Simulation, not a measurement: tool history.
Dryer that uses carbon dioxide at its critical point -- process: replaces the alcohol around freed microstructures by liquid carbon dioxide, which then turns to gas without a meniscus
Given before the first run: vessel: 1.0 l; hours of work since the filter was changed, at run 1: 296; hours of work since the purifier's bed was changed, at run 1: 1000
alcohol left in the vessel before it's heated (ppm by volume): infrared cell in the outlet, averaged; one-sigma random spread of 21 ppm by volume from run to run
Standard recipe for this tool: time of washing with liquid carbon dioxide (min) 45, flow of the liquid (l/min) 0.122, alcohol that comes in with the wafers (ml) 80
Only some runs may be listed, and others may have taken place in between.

run    hour  time of washing with liquid carbon dioxide (min)  flow of the liquid (l/min)  alcohol that comes in with the wafers (ml)  hours of work since the filter was changed  hours of work since the purifier's bed was changed  alcohol left in the vessel before it's heated (ppm by volume)
  1     0.0                                                45                       0.122                                          80                                         296                                                1000                                                           1753
  2    23.7                                                45                       0.122                                          80                                         308                                                1012                                                           1759
  3    78.5                                                45                       0.103                                          80                                         334                                                1038                                                           3300
  4   123.2                                                45                       0.103                                          80                                         355                                                1059                                                           3370
  5   153.8                                                45                       0.103                                          80                                         370                                                1074                                                           3497
  6   200.8                                                45                       0.103                                          80                                         392                                                1096                                                           3435
  7   251.3                                                45                       0.103                                          80                                         416                                                1120                                                           3665
  8   296.0                                                45                       0.082                                          80                                         437                                                1141                                                           6929
  9   319.7                                                45                       0.139                                          80                                         449                                                1153                                                           1177
 10   371.3                                                45                       0.139                                          80                                         473                                                1177                                                           1222
 11   410.2                                                45                       0.139                                          80                                         492                                                1196                                                           1221
      414.6  -- inlet filter changed
 12   467.8                                                45                       0.122                                          80                                          25                                                1223                                                           1432
 13   510.4                                                45                       0.122                                          80                                          46                                                1243                                                           1493
 14   546.2                                                45                       0.122                                          80                                          63                                                1260                                                           1480
 15   584.7                                                45                       0.122                                          80                                          81                                                1278                                                           1466
 16   630.9                                                45                       0.122                                          80                                         103                                                1300                                                           1548
      655.5  -- purifier's bed changed
 17   689.1                                                45                       0.122                                          80                                         129                                                  16                                                           1519
 18   733.8                                                45                       0.122                                          80                                         151                                                  37                                                           1544
 19   767.9                                                45                       0.122                                          80                                         167                                                  53                                                           1564
 20   805.4                                                45                       0.122                                          80                                         185                                                  71                                                           1543
 21   850.0                                                45                       0.122                                          80                                         206                                                  93                                                           1607
 22   886.3                                                45                       0.122                                          80                                         223                                                 110                                                           1618
 23   931.9                                                45                       0.122                                          80                                         245                                                 132                                                           1747
 24   985.3                                                45                       0.122                                          80                                         270                                                 157                                                           1693
 25  1034.3                                                45                       0.148                                          44                                         294                                                 180                                                            414
 26  1066.4                                                36                       0.086                                          98                                         309                                                 196                                                          11815
 27  1096.8                                                68                       0.157                                          45                                         323                                                 210                                                             32
 28  1148.0                                                55                       0.107                                          90                                         348                                                 234                                                           1620
 29  1202.5                                                39                       0.122                                          93                                         374                                                 260                                                           3569
 30  1237.9                                                39                       0.122                                          93                                         391                                                 277                                                           3614
 31  1280.0                                                51                       0.133                                          39                                         411                                                 297                                                            385
 32  1324.4                                                51                       0.137                                          95                                         432                                                 318                                                            837
 33  1380.3                                                36                       0.081                                          40                                         458                                                 345                                                           6040
 34  1427.5                                                65                       0.152                                          25                                         481                                                 367                                                             47
     1452.9  -- inlet filter changed
 35  1470.8                                                45                       0.087                                          80                                           8                                                 388                                                           4736
 36  1507.6                                                45                       0.087                                          80                                          26                                                 405                                                           4667

Run 37, settings as shown, results not yet in. Your forecast:
 37  1545.8                                                45                       0.087                                          80                                          44                                                 423                                                              ?

{"run 37": {"alcohol left in the vessel before it's heated (ppm by volume)": 4646}}
Had the tool carried no hidden state, the very same run would have given alcohol left in the vessel before it's heated (ppm by volume) 4491.

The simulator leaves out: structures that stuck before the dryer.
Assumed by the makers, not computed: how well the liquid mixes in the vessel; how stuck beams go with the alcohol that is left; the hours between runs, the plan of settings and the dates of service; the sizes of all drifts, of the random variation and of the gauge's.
